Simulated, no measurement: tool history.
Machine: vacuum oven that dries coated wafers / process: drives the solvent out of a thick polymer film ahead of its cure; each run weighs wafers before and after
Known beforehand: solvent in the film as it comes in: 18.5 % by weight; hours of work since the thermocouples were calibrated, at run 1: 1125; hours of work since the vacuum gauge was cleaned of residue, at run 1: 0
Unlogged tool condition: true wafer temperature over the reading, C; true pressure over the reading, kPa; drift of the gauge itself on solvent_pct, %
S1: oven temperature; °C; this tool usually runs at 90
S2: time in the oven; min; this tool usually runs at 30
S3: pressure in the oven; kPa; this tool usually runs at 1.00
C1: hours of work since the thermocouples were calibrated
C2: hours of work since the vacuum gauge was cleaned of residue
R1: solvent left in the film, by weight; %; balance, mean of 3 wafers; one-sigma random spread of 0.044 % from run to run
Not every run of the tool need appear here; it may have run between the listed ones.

| run | hour | S1 | S2 | S3 | C1 | C2 | R1 |
|---|---|---|---|---|---|---|---|
| 1 | 0.0 | 90 | 30 | 1.00 | 1125 | 0 | 1.94 |
| 2 | 65.8 | 90 | 30 | 1.00 | 1177 | 52 | 2.00 |
| 3 | 157.2 | 90 | 30 | 1.00 | 1249 | 124 | 1.98 |
| 4 | 232.6 | 90 | 30 | 1.00 | 1309 | 183 | 1.94 |
| 5 | 328.9 | 90 | 30 | 1.51 | 1385 | 260 | 2.33 |
| 6 | 381.7 | 90 | 30 | 2.74 | 1426 | 301 | 3.10 |
|  | 440.7 | oven's thermocouples calibrated |
| 7 | 447.2 | 105 | 29 | 0.96 | 5 | 351 | 0.46 |
| 8 | 515.5 | 105 | 31 | 1.76 | 59 | 405 | 0.65 |
| 9 | 591.7 | 105 | 31 | 1.76 | 119 | 465 | 0.73 |
| 10 | 641.6 | 105 | 28 | 1.76 | 159 | 505 | 0.80 |
| 11 | 693.9 | 90 | 27 | 2.00 | 200 | 546 | 2.70 |

Each row is a separate what-if for the run after 11, all from the same tool condition, not one after another. Results?
| A | 742.3 | 101 | 43 | 1.28 | 238 | 584 | ? |
| B | 742.3 | 86 | 27 | 2.00 | 238 | 584 | ? |
| C | 742.3 | 87 | 30 | 0.69 | 238 | 584 | ? |
| D | 742.3 | 100 | 34 | 2.00 | 238 | 584 | ? |

| run | R1 |
|---|---|
| A | 0.67 |
| B | 3.56 |
| C | 2.06 |
| D | 1.09 |
Without the tool's hidden state the same runs would have given:
| run | R1 |
|---|---|
| A | 0.63 |
| B | 3.49 |
| C | 1.99 |
| D | 1.04 |
